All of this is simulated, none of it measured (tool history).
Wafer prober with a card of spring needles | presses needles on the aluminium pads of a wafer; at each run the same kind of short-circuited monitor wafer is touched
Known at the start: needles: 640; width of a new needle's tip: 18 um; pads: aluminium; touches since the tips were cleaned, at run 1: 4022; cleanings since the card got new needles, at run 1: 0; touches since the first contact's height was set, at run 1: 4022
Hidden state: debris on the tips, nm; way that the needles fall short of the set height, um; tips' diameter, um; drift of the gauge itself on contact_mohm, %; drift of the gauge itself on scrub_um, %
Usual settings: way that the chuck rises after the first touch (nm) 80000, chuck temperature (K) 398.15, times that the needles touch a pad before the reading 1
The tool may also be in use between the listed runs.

| run | hour | way that the chuck rises after the first touch (nm) | chuck temperature (K) | times that the needles touch a pad before the reading | touches since the tips were cleaned | cleanings since the card got new needles | touches since the first contact's height was set | resistance of one needle with its contact and lead (mohm) | way that a needle slides on the pad (nm) |
|---|---|---|---|---|---|---|---|---|---|
| 1 | 0 | 80000 | 398.15 | 1 | 4022 | 0 | 4022 | 274 | 12890 |
|  | 9.9 | tips cleaned on abrasive film |
| 2 | 24.5 | 80000 | 398.15 | 1 | 4546 | 1 | 11619 | 272 | 12900 |
|  | 32.8 | tips cleaned on abrasive film |
|  | 56.6 | tips cleaned on abrasive film |
| 3 | 56.9 | 80000 | 398.15 | 1 | 97 | 3 | 21618 | 243 | 12860 |
|  | 79.2 | tips cleaned on abrasive film |
| 4 | 80.1 | 80000 | 398.15 | 1 | 292 | 4 | 28803 | 246 | 12850 |
|  | 101.5 | tips cleaned on abrasive film |
| 5 | 109.3 | 80000 | 398.15 | 3 | 2424 | 5 | 37855 | 247 | 12900 |
|  | 124 | tips cleaned on abrasive film |
| 6 | 124 | 80000 | 398.15 | 3 | 0 | 6 | 42404 | 244 | 12880 |
|  | 146.9 | tips cleaned on abrasive film |
| 7 | 149.2 | 80000 | 398.15 | 1 | 712 | 7 | 50198 | 251 | 12850 |
|  | 169.6 | tips cleaned on abrasive film |
| 8 | 174.7 | 80000 | 398.15 | 1 | 1576 | 8 | 58088 | 256 | 12880 |
| 9 | 191.2 | 80000 | 398.15 | 1 | 6716 | 8 | 63228 | 281 | 12830 |
|  | 194.1 | tips cleaned on abrasive film |
| 10 | 205.9 | 80000 | 398.15 | 1 | 3667 | 9 | 67758 | 271 | 12860 |
|  | 218.2 | tips cleaned on abrasive film |
| 11 | 234.2 | 80000 | 398.15 | 2 | 4983 | 10 | 76524 | 260 | 12860 |
|  | 240.7 | tips cleaned on abrasive film |
|  | 263.8 | tips cleaned on abrasive film |
| 12 | 265.8 | 82000 | 398.15 | 1 | 601 | 12 | 86286 | 251 | 13130 |
| 13 | 280.5 | 82000 | 398.15 | 1 | 5168 | 12 | 90853 | 271 | 13140 |
|  | 286.7 | tips cleaned on abrasive film |
| 14 | 304.5 | 82000 | 398.15 | 1 | 5521 | 13 | 98293 | 273 | 13150 |
|  | 309.7 | tips cleaned on abrasive film |
|  | 332.6 | tips cleaned on abrasive film |
| 15 | 333.9 | 82000 | 398.15 | 1 | 406 | 15 | 107367 | 244 | 13100 |
| 16 | 351.9 | 80000 | 306.15 | 1 | 6004 | 15 | 112965 | 262 | 12830 |
|  | 354.4 | tips cleaned on abrasive film |
| 17 | 372.1 | 80000 | 306.15 | 1 | 5493 | 16 | 119212 | 256 | 12790 |
|  | 377.7 | tips cleaned on abrasive film |
| 18 | 398.9 | 88000 | 352.15 | 2 | 6584 | 17 | 127516 | 250 | 14120 |
|  | 400.9 | tips cleaned on abrasive film |
| 19 | 419.8 | 87000 | 398.15 | 1 | 5893 | 18 | 133995 | 271 | 13900 |
|  | 425 | tips cleaned on abrasive film |
| 20 | 436.4 | 87000 | 388.15 | 1 | 3544 | 19 | 139114 | 261 | 13910 |
|  | 447.1 | tips cleaned on abrasive film |
| 21 | 455.1 | 80000 | 398.15 | 1 | 2471 | 20 | 144901 | 265 | 12740 |
|  | 471.4 | tips cleaned on abrasive film |
| 22 | 481 | 99000 | 398.15 | 1 | 2989 | 21 | 152921 | 261 | 15800 |
|  | 494.2 | tips cleaned on abrasive film |
| 23 | 497 | 97000 | 364.15 | 1 | 872 | 22 | 157881 | 243 | 15490 |
|  | 499.2 | height of the first contact set anew |
|  | 517.9 | tips cleaned on abrasive film |
| 24 | 520.1 | 80000 | 303.15 | 2 | 688 | 23 | 6473 | 225 | 12920 |
|  | 540.1 | tips cleaned on abrasive film |
| 25 | 550.5 | 73000 | 395.15 | 2 | 3240 | 24 | 15891 | 262 | 11770 |
|  | 563.6 | tips cleaned on abrasive film |
| 26 | 576.3 | 68000 | 398.15 | 2 | 3941 | 25 | 23886 | 268 | 10960 |
|  | 585.6 | tips cleaned on abrasive film |
| 27 | 604 | 65000 | 323.15 | 1 | 5720 | 26 | 32477 | 278 | 10450 |

Forecast each of these 4 alternatives for the next run:
|  | 608.4 | tips cleaned on abrasive film |
| A | 629.4 | 96000 | 398.15 | 1 | 6530 | 27 | 40324 | ? | ? |
|  | 608.4 | tips cleaned on abrasive film |
| B | 629.4 | 80000 | 398.15 | 1 | 6530 | 27 | 40324 | ? | ? |
|  | 608.4 | tips cleaned on abrasive film |
| C | 629.4 | 88000 | 338.15 | 1 | 6530 | 27 | 40324 | ? | ? |
|  | 608.4 | tips cleaned on abrasive film |
| D | 629.4 | 80000 | 398.15 | 2 | 6530 | 27 | 40324 | ? | ? |

| run | resistance of one needle with its contact and lead (mohm) | way that a needle slides on the pad (nm) |
|---|---|---|
| A | 263 | 15450 |
| B | 276 | 12870 |
| C | 261 | 14190 |
| D | 268 | 12900 |
Without the tool's hidden state the same runs would have given:
| run | resistance of one needle with its contact and lead (mohm) | way that a needle slides on the pad (nm) |
|---|---|---|
| A | 235 | 15490 |
| B | 240 | 12910 |
| C | 226 | 14230 |
| D | 245 | 12940 |
